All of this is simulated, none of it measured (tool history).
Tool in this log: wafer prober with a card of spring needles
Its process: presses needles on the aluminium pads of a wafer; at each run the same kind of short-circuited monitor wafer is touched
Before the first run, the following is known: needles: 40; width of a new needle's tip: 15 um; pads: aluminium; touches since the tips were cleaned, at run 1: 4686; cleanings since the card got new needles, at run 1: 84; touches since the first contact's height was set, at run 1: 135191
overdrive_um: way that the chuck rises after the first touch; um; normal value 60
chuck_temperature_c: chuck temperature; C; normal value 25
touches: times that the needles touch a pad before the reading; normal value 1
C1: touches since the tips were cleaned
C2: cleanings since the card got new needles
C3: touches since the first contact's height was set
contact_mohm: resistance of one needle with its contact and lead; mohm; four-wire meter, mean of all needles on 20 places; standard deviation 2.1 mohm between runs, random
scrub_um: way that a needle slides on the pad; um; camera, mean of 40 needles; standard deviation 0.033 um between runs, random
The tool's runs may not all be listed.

run 1 day=0.000 | overdrive_um=60 chuck_temperature_c=25 touches=1 | C1=4686 C2=84 C3=135191 | contact_mohm=279 scrub_um=10.62
-- day=0.192 tips cleaned on abrasive film
-- day=1.125 tips cleaned on abrasive film
run 2 day=1.388 | overdrive_um=60 chuck_temperature_c=25 touches=1 | C1=1684 C2=86 C3=143993 | contact_mohm=266 scrub_um=10.30
-- day=1.938 tips cleaned on abrasive film
-- day=2.833 tips cleaned on abrasive film
-- day=3.717 tips cleaned on abrasive film
-- day=4.288 height of the first contact set anew
-- day=4.483 tips cleaned on abrasive film
run 3 day=4.483 | overdrive_um=60 chuck_temperature_c=25 touches=1 | C1=0 C2=90 C3=1225 | contact_mohm=231 scrub_um=10.92
-- day=5.342 tips cleaned on abrasive film
run 4 day=5.996 | overdrive_um=60 chuck_temperature_c=25 touches=1 | C1=4175 C2=91 C3=10829 | contact_mohm=283 scrub_um=10.99
-- day=6.188 tips cleaned on abrasive film
-- day=7.104 tips cleaned on abrasive film
-- day=7.979 tips cleaned on abrasive film
run 5 day=8.221 | overdrive_um=63 chuck_temperature_c=25 touches=1 | C1=1545 C2=94 C3=24939 | contact_mohm=253 scrub_um=11.48
-- day=8.742 tips cleaned on abrasive film
-- day=9.612 tips cleaned on abrasive film
run 6 day=9.612 | overdrive_um=63 chuck_temperature_c=25 touches=1 | C1=0 C2=96 C3=33758 | contact_mohm=236 scrub_um=11.44
-- day=10.517 tips cleaned on abrasive film
-- day=11.425 tips cleaned on abrasive film
-- day=12.358 tips cleaned on abrasive film
run 7 day=12.425 | overdrive_um=63 chuck_temperature_c=25 touches=1 | C1=424 C2=99 C3=51594 | contact_mohm=243 scrub_um=11.39
-- day=13.162 tips cleaned on abrasive film
-- day=14.025 tips cleaned on abrasive film
run 8 day=14.050 | overdrive_um=63 chuck_temperature_c=25 touches=1 | C1=159 C2=101 C3=61892 | contact_mohm=238 scrub_um=11.32
-- day=14.792 tips cleaned on abrasive film
-- day=15.717 tips cleaned on abrasive film
-- day=16.529 tips cleaned on abrasive film, once more
run 9 day=17.050 | overdrive_um=63 chuck_temperature_c=25 touches=1 | C1=3333 C2=104 C3=80957 | contact_mohm=275 scrub_um=11.32
-- day=17.417 tips cleaned on abrasive film
-- day=18.312 tips cleaned on abrasive film
-- day=19.200 tips cleaned on abrasive film
run 10 day=19.312 | overdrive_um=60 chuck_temperature_c=25 touches=3 | C1=724 C2=107 C3=95282 | contact_mohm=233 scrub_um=10.72
-- day=19.954 tips cleaned on abrasive film
-- day=20.842 tips cleaned on abrasive film
-- day=21.708 tips cleaned on abrasive film
run 11 day=22.283 | overdrive_um=60 chuck_temperature_c=25 touches=1 | C1=3664 C2=110 C3=114134 | contact_mohm=283 scrub_um=10.66
-- day=22.471 tips cleaned on abrasive film
-- day=23.408 tips cleaned on abrasive film
-- day=24.154 tips cleaned on abrasive film
run 12 day=24.271 | overdrive_um=60 chuck_temperature_c=25 touches=1 | C1=748 C2=113 C3=126746 | contact_mohm=251 scrub_um=10.61
-- day=25.021 tips cleaned on abrasive film
-- day=25.912 tips cleaned on abrasive film
-- day=26.842 tips cleaned on abrasive film
run 13 day=26.858 | overdrive_um=60 chuck_temperature_c=25 touches=1 | C1=99 C2=116 C3=143135 | contact_mohm=239 scrub_um=10.51
-- day=27.712 tips cleaned on abrasive film
-- day=28.608 tips cleaned on abrasive film
-- day=29.358 tips cleaned on abrasive film
run 14 day=29.654 | overdrive_um=60 chuck_temperature_c=25 touches=1 | C1=1882 C2=119 C3=160890 | contact_mohm=256 scrub_um=10.54
-- day=29.854 height of the first contact set anew
-- day=30.167 tips cleaned on abrasive film
-- day=31.042 tips cleaned on abrasive film
run 15 day=31.100 | overdrive_um=60 chuck_temperature_c=87 touches=1 | C1=392 C2=121 C3=7905 | contact_mohm=258 scrub_um=10.96
-- day=31.817 tips cleaned on abrasive film
-- day=32.696 tips cleaned on abrasive film
run 16 day=32.746 | overdrive_um=60 chuck_temperature_c=43 touches=2 | C1=325 C2=123 C3=18343 | contact_mohm=241 scrub_um=10.97
-- day=33.467 tips cleaned on abrasive film
-- day=34.238 tips cleaned on abrasive film
run 17 day=34.238 | overdrive_um=57 chuck_temperature_c=25 touches=2 | C1=0 C2=125 C3=27777 | contact_mohm=233 scrub_um=10.34
-- day=35.108 tips cleaned on abrasive film
run 18 day=35.621 | overdrive_um=52 chuck_temperature_c=32 touches=2 | C1=3259 C2=126 C3=36573 | contact_mohm=274 scrub_um=9.40
-- day=35.971 tips cleaned on abrasive film
-- day=36.867 tips cleaned on abrasive film
-- day=37.712 tips cleaned on abrasive film
run 19 day=37.800 | overdrive_um=60 chuck_temperature_c=25 touches=1 | C1=564 C2=129 C3=50389 | contact_mohm=244 scrub_um=10.80
-- day=38.504 tips cleaned on abrasive film
-- day=39.438 tips cleaned on abrasive film
-- day=40.371 tips cleaned on abrasive film
run 20 day=40.471 | overdrive_um=60 chuck_temperature_c=25 touches=1 | C1=615 C2=132 C3=67322 | contact_mohm=248 scrub_um=10.74
-- day=41.204 tips cleaned on abrasive film
run 21 day=41.796 | overdrive_um=66 chuck_temperature_c=62 touches=1 | C1=3774 C2=133 C3=75754 | contact_mohm=288 scrub_um=11.85
-- day=42.125 tips cleaned on abrasive film
-- day=42.992 tips cleaned on abrasive film
run 22 day=43.133 | overdrive_um=66 chuck_temperature_c=62 touches=1 | C1=890 C2=135 C3=84224 | contact_mohm=255 scrub_um=11.87
-- day=43.883 tips cleaned on abrasive film
-- day=44.717 tips cleaned on abrasive film
run 23 day=44.750 | overdrive_um=66 chuck_temperature_c=62 touches=1 | C1=219 C2=137 C3=94478 | contact_mohm=249 scrub_um=11.84
-- day=45.488 tips cleaned on abrasive film
-- day=46.392 tips cleaned on abrasive film
run 24 day=47.029 | overdrive_um=66 chuck_temperature_c=62 touches=1 | C1=4059 C2=139 C3=108943 | contact_mohm=285 scrub_um=11.75
-- day=47.217 tips cleaned on abrasive film
-- day=48.117 tips cleaned on abrasive film
-- day=48.967 tips cleaned on abrasive film
run 25 day=49.096 | overdrive_um=60 chuck_temperature_c=25 touches=2 | C1=820 C2=142 C3=122042 | contact_mohm=240 scrub_um=10.62
-- day=49.800 tips cleaned on abrasive film
run 26 day=50.433 | overdrive_um=61 chuck_temperature_c=32 touches=1 | C1=4051 C2=143 C3=130554 | contact_mohm=286 scrub_um=10.75
-- day=50.612 tips cleaned on abrasive film
-- day=51.546 tips cleaned on abrasive film
-- day=52.471 tips cleaned on abrasive film
run 27 day=52.633 | overdrive_um=44 chuck_temperature_c=34 touches=3 | C1=1046 C2=146 C3=144487 | contact_mohm=259 scrub_um=7.64
-- day=53.362 tips cleaned on abrasive film
-- day=54.112 tips cleaned on abrasive film
run 28 day=54.379 | overdrive_um=44 chuck_temperature_c=34 touches=3 | C1=1691 C2=148 C3=155552 | contact_mohm=267 scrub_um=7.60

Hidden condition of the tool, last listed run before each entry between runs versus first listed run after:
Runs 1 to 2: tips cleaned on abrasive film (day 0.192); tips cleaned on abrasive film (day 1.125)
  debris on the tips, nm: 44.9 -> 24.6; way that the needles fall short of the set height, um: 1.99 -> 3.28; tips' diameter, um: 17.5 -> 18.92
  the result without the hidden state subtracted from the measured one, contact_mohm: +54 -> +38 mohm; scrub_um: -0.36 -> -0.60 um
Runs 2 to 3: tips cleaned on abrasive film (day 1.938); tips cleaned on abrasive film (day 2.833); tips cleaned on abrasive film (day 3.717); height of the first contact set anew (day 4.288); tips cleaned on abrasive film (day 4.483)
  debris on the tips, nm: 24.6 -> 2.8; way that the needles fall short of the set height, um: 3.28 -> 0.07; tips' diameter, um: 18.92 -> 19.03
  the result without the hidden state subtracted from the measured one, contact_mohm: +38 -> +7 mohm; scrub_um: -0.60 -> -0.01 um
Runs 3 to 4: tips cleaned on abrasive film (day 5.342)
  debris on the tips, nm: 2.8 -> 43.5; way that the needles fall short of the set height, um: 0.07 -> 0.15; tips' diameter, um: 19.03 -> 19.06
  the result without the hidden state subtracted from the measured one, contact_mohm: +7 -> +57 mohm; scrub_um: -0.01 -> -0.02 um
Runs 4 to 5: tips cleaned on abrasive film (day 6.188); tips cleaned on abrasive film (day 7.104); tips cleaned on abrasive film (day 7.979)
  debris on the tips, nm: 43.5 -> 20; way that the needles fall short of the set height, um: 0.15 -> 0.42; tips' diameter, um: 19.06 -> 19.16
  the result without the hidden state subtracted from the measured one, contact_mohm: +57 -> +26 mohm; scrub_um: -0.02 -> -0.07 um
Runs 5 to 6: tips cleaned on abrasive film (day 8.742); tips cleaned on abrasive film (day 9.612)
  debris on the tips, nm: 20 -> 2.7; way that the needles fall short of the set height, um: 0.42 -> 0.57; tips' diameter, um: 19.16 -> 19.21
  the result without the hidden state subtracted from the measured one, contact_mohm: +26 -> +6 mohm; scrub_um: -0.07 -> -0.10 um
Runs 6 to 7: tips cleaned on abrasive film (day 10.517); tips cleaned on abrasive film (day 11.425); tips cleaned on abrasive film (day 12.358)
  debris on the tips, nm: 2.7 -> 10.2; way that the needles fall short of the set height, um: 0.57 -> 0.79; tips' diameter, um: 19.21 -> 19.28
  the result without the hidden state subtracted from the measured one, contact_mohm: +6 -> +15 mohm; scrub_um: -0.10 -> -0.14 um
Runs 7 to 8: tips cleaned on abrasive film (day 13.162); tips cleaned on abrasive film (day 14.025)
  debris on the tips, nm: 10.2 -> 6.2; way that the needles fall short of the set height, um: 0.79 -> 0.96; tips' diameter, um: 19.28 -> 19.34
  the result without the hidden state subtracted from the measured one, contact_mohm: +15 -> +11 mohm; scrub_um: -0.14 -> -0.18 um
Runs 8 to 9: tips cleaned on abrasive film (day 14.792); tips cleaned on abrasive film (day 15.717); tips cleaned on abrasive film, once more (day 16.529)
  debris on the tips, nm: 6.2 -> 37.6; way that the needles fall short of the set height, um: 0.96 -> 1.22; tips' diameter, um: 19.34 -> 19.44
  the result without the hidden state subtracted from the measured one, contact_mohm: +11 -> +49 mohm; scrub_um: -0.18 -> -0.22 um
Runs 9 to 10: tips cleaned on abrasive film (day 17.417); tips cleaned on abrasive film (day 18.312); tips cleaned on abrasive film (day 19.200)
  debris on the tips, nm: 37.6 -> 12.8; way that the needles fall short of the set height, um: 1.22 -> 1.46; tips' diameter, um: 19.44 -> 19.52
  the result without the hidden state subtracted from the measured one, contact_mohm: +49 -> +11 mohm; scrub_um: -0.22 -> -0.27 um
Runs 10 to 11: tips cleaned on abrasive film (day 19.954); tips cleaned on abrasive film (day 20.842); tips cleaned on abrasive film (day 21.708)
  debris on the tips, nm: 12.8 -> 38.7; way that the needles fall short of the set height, um: 1.46 -> 1.65; tips' diameter, um: 19.52 -> 19.58
  the result without the hidden state subtracted from the measured one, contact_mohm: +11 -> +57 mohm; scrub_um: -0.27 -> -0.30 um
Runs 11 to 12: tips cleaned on abrasive film (day 22.471); tips cleaned on abrasive film (day 23.408); tips cleaned on abrasive film (day 24.154)
  debris on the tips, nm: 38.7 -> 13.6; way that the needles fall short of the set height, um: 1.65 -> 1.89; tips' diameter, um: 19.58 -> 19.67
  the result without the hidden state subtracted from the measured one, contact_mohm: +57 -> +23 mohm; scrub_um: -0.30 -> -0.34 um
Runs 12 to 13: tips cleaned on abrasive film (day 25.021); tips cleaned on abrasive film (day 25.912); tips cleaned on abrasive film (day 26.842)
  debris on the tips, nm: 13.6 -> 4.7; way that the needles fall short of the set height, um: 1.89 -> 2.12; tips' diameter, um: 19.67 -> 19.75
  the result without the hidden state subtracted from the measured one, contact_mohm: +23 -> +11 mohm; scrub_um: -0.34 -> -0.39 um
Runs 13 to 14: tips cleaned on abrasive film (day 27.712); tips cleaned on abrasive film (day 28.608); tips cleaned on abrasive film (day 29.358)
  debris on the tips, nm: 4.7 -> 21.9; way that the needles fall short of the set height, um: 2.12 -> 2.39; tips' diameter, um: 19.75 -> 19.84
  the result without the hidden state subtracted from the measured one, contact_mohm: +11 -> +35 mohm; scrub_um: -0.39 -> -0.44 um
Runs 14 to 15: height of the first contact set anew (day 29.854); tips cleaned on abrasive film (day 30.167); tips cleaned on abrasive film (day 31.042)
  debris on the tips, nm: 21.9 -> 7; way that the needles fall short of the set height, um: 2.39 -> 0.17; tips' diameter, um: 19.84 -> 19.9
  the result without the hidden state subtracted from the measured one, contact_mohm: +35 -> +13 mohm; scrub_um: -0.44 -> -0.03 um
Runs 15 to 16: tips cleaned on abrasive film (day 31.817); tips cleaned on abrasive film (day 32.696)
  debris on the tips, nm: 7 -> 7.2; way that the needles fall short of the set height, um: 0.17 -> 0.34; tips' diameter, um: 19.9 -> 19.96
  the result without the hidden state subtracted from the measured one, contact_mohm: +13 -> +10 mohm; scrub_um: -0.03 -> -0.06 um
Runs 16 to 17: tips cleaned on abrasive film (day 33.467); tips cleaned on abrasive film (day 34.238)
  debris on the tips, nm: 7.2 -> 5.5; way that the needles fall short of the set height, um: 0.34 -> 0.47; tips' diameter, um: 19.96 -> 20.01
  the result without the hidden state subtracted from the measured one, contact_mohm: +10 -> +9 mohm; scrub_um: -0.06 -> -0.08 um
Runs 17 to 18: tips cleaned on abrasive film (day 35.108)
  debris on the tips, nm: 5.5 -> 35.5; way that the needles fall short of the set height, um: 0.47 -> 0.56; tips' diameter, um: 20.01 -> 20.04
  the result without the hidden state subtracted from the measured one, contact_mohm: +9 -> +43 mohm; scrub_um: -0.08 -> -0.10 um
Runs 18 to 19: tips cleaned on abrasive film (day 35.971); tips cleaned on abrasive film (day 36.867); tips cleaned on abrasive film (day 37.712)
  debris on the tips, nm: 35.5 -> 11.3; way that the needles fall short of the set height, um: 0.56 -> 0.77; tips' diameter, um: 20.04 -> 20.11
  the result without the hidden state subtracted from the measured one, contact_mohm: +43 -> +20 mohm; scrub_um: -0.10 -> -0.14 um
Runs 19 to 20: tips cleaned on abrasive film (day 38.504); tips cleaned on abrasive film (day 39.438); tips cleaned on abrasive film (day 40.371)
  debris on the tips, nm: 11.3 -> 13.7; way that the needles fall short of the set height, um: 0.77 -> 1; tips' diameter, um: 20.11 -> 20.2
  the result without the hidden state subtracted from the measured one, contact_mohm: +20 -> +24 mohm; scrub_um: -0.14 -> -0.18 um
Runs 20 to 21: tips cleaned on abrasive film (day 41.204)
  debris on the tips, nm: 13.7 -> 41.4; way that the needles fall short of the set height, um: 1 -> 1.1; tips' diameter, um: 20.2 -> 20.23
  the result without the hidden state subtracted from the measured one, contact_mohm: +24 -> +51 mohm; scrub_um: -0.18 -> -0.20 um
Runs 21 to 22: tips cleaned on abrasive film (day 42.125); tips cleaned on abrasive film (day 42.992)
  debris on the tips, nm: 41.4 -> 13.6; way that the needles fall short of the set height, um: 1.1 -> 1.29; tips' diameter, um: 20.23 -> 20.3
  the result without the hidden state subtracted from the measured one, contact_mohm: +51 -> +20 mohm; scrub_um: -0.20 -> -0.23 um
Runs 22 to 23: tips cleaned on abrasive film (day 43.883); tips cleaned on abrasive film (day 44.717)
  debris on the tips, nm: 13.6 -> 7.9; way that the needles fall short of the set height, um: 1.29 -> 1.49; tips' diameter, um: 20.3 -> 20.37
  the result without the hidden state subtracted from the measured one, contact_mohm: +20 -> +14 mohm; scrub_um: -0.23 -> -0.27 um
Runs 23 to 24: tips cleaned on abrasive film (day 45.488); tips cleaned on abrasive film (day 46.392)
  debris on the tips, nm: 7.9 -> 40.4; way that the needles fall short of the set height, um: 1.49 -> 1.64; tips' diameter, um: 20.37 -> 20.42
  the result without the hidden state subtracted from the measured one, contact_mohm: +14 -> +51 mohm; scrub_um: -0.27 -> -0.30 um
Runs 24 to 25: tips cleaned on abrasive film (day 47.217); tips cleaned on abrasive film (day 48.117); tips cleaned on abrasive film (day 48.967)
  debris on the tips, nm: 40.4 -> 12.4; way that the needles fall short of the set height, um: 1.64 -> 1.91; tips' diameter, um: 20.42 -> 20.51
  the result without the hidden state subtracted from the measured one, contact_mohm: +51 -> +16 mohm; scrub_um: -0.30 -> -0.35 um
Runs 25 to 26: tips cleaned on abrasive film (day 49.800)
  debris on the tips, nm: 12.4 -> 39.1; way that the needles fall short of the set height, um: 1.91 -> 2; tips' diameter, um: 20.51 -> 20.54
  the result without the hidden state subtracted from the measured one, contact_mohm: +16 -> +61 mohm; scrub_um: -0.35 -> -0.37 um
Runs 26 to 27: tips cleaned on abrasive film (day 50.612); tips cleaned on abrasive film (day 51.546); tips cleaned on abrasive film (day 52.471)
  debris on the tips, nm: 39.1 -> 18.5; way that the needles fall short of the set height, um: 2 -> 2.24; tips' diameter, um: 20.54 -> 20.63
  the result without the hidden state subtracted from the measured one, contact_mohm: +61 -> +26 mohm; scrub_um: -0.37 -> -0.41 um
Runs 27 to 28: tips cleaned on abrasive film (day 53.362); tips cleaned on abrasive film (day 54.112)
  debris on the tips, nm: 18.5 -> 23; way that the needles fall short of the set height, um: 2.24 -> 2.39; tips' diameter, um: 20.63 -> 20.68
  the result without the hidden state subtracted from the measured one, contact_mohm: +26 -> +32 mohm; scrub_um: -0.41 -> -0.44 um
